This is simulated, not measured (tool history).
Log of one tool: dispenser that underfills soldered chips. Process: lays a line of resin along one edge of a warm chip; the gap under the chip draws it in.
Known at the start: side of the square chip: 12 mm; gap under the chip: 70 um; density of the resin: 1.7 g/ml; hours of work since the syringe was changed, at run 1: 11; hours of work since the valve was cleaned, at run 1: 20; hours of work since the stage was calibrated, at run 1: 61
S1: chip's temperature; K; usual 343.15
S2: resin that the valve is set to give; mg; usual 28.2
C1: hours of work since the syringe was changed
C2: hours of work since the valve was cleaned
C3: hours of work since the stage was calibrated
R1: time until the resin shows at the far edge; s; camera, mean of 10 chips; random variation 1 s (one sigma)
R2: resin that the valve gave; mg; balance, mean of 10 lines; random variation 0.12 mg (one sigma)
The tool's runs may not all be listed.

run   hour      S1    S2  C1   C2   C3     R1     R2
  1    0.0  343.15  28.2  11   20   61  218.6  27.85
       1.0  -- new syringe of resin
  2    3.9  343.15  28.2   2   23   64  112.2  27.71
  3    6.4  343.15  28.2   4   25   66  130.5  27.87
  4    9.4  343.15  28.2   6   27   68  157.4  27.76
  5   13.6  349.15  28.2  10   30   71  143.7  27.55
      17.0  -- new syringe of resin
  6   17.1  349.15  28.2   0   33   74   76.2  27.70
  7   21.0  349.15  36.4   3   36   77   93.3  35.67
  8   24.9  343.15  29.2   6   39   80  152.2  28.23
  9   27.7  343.15  29.2   8   41   82  176.2  28.55
 10   30.7  343.15  29.2  10   43   84  209.7  28.45
      32.8  -- new syringe of resin
 11   33.6  343.15  26.3   1   45   86  104.0  25.40
 12   35.8  343.15  26.3   2   47   88  116.7  25.37
 13   40.9  343.15  28.2   6   51   92  152.5  27.38
 14   43.9  343.15  28.2   8   53   94  177.4  27.12
 15   46.9  343.15  28.2  11   55   96  211.3  27.18
      48.9  -- new syringe of resin
 16   49.5  334.15  34.0   0   57   98  158.7  32.31
 17   52.4  328.15  25.3   3   59  100  259.8  24.17
 18   57.0  328.15  25.3   6   63  104  331.2  24.01
 19   60.7  328.15  25.3   9   66  106  405.4  24.34
      65.1  -- new syringe of resin
 20   65.4  343.15  29.0   0   69  110  101.4  27.48
 21   69.9  343.15  24.8   4   72  113  131.7  23.43
 22   74.3  351.15  28.2   7   76  117  111.9  26.65
 23   78.6  355.15  35.1  10   79  120  113.2  33.15
      81.0  -- new syringe of resin
 24   82.5  355.15  35.1   1   82  123   61.6  32.91
 25   85.3  330.15  33.1   3   84  125  234.9  31.16
 26   90.5  340.15  32.4   7   88  129  183.6  30.30
 27   95.7  349.15  29.4  11   92  133  159.8  27.50
      97.1  -- new syringe of resin
 28   98.9  346.15  35.9   1   94  135   90.1  33.43
 29  103.2  356.15  25.3   5   97  138   75.8  23.46
 30  108.0  356.15  25.3   8  101  142   96.6  23.54

Hidden state or all else? Some run-to-run changes of R1, split into what the settings, what came in and random variation would give without the hidden state, and what is left for the hidden state (with any gauge scatter that isn't in both results):
The hidden state here: resin's viscosity, % of fresh resin's; dose that the valve gives, % of what is set; true chip temperature over the reading, C; drift of the gauge itself on fill_s, %; drift of the gauge itself on given_mg, %.
Run 1 -> 2: new syringe of resin. R1 -106.4 s: hidden state -102.9, all else -3.5.
Run 10 -> 11: S2 29.2 -> 26.3, new syringe of resin. R1 -105.7 s: hidden state -104.9, all else -0.8.
Run 15 -> 16: S1 343.15 -> 334.15, S2 28.2 -> 34.0, new syringe of resin. R1 -52.6 s: hidden state -106.3, all else +53.7.
Run 19 -> 20: S1 328.15 -> 343.15, S2 25.3 -> 29.0, new syringe of resin. R1 -304.0 s: hidden state -188.9, all else -115.1.
Run 24 -> 25: S1 355.15 -> 330.15, S2 35.1 -> 33.1. R1 +173.3 s: hidden state +40.7, all else +132.6.
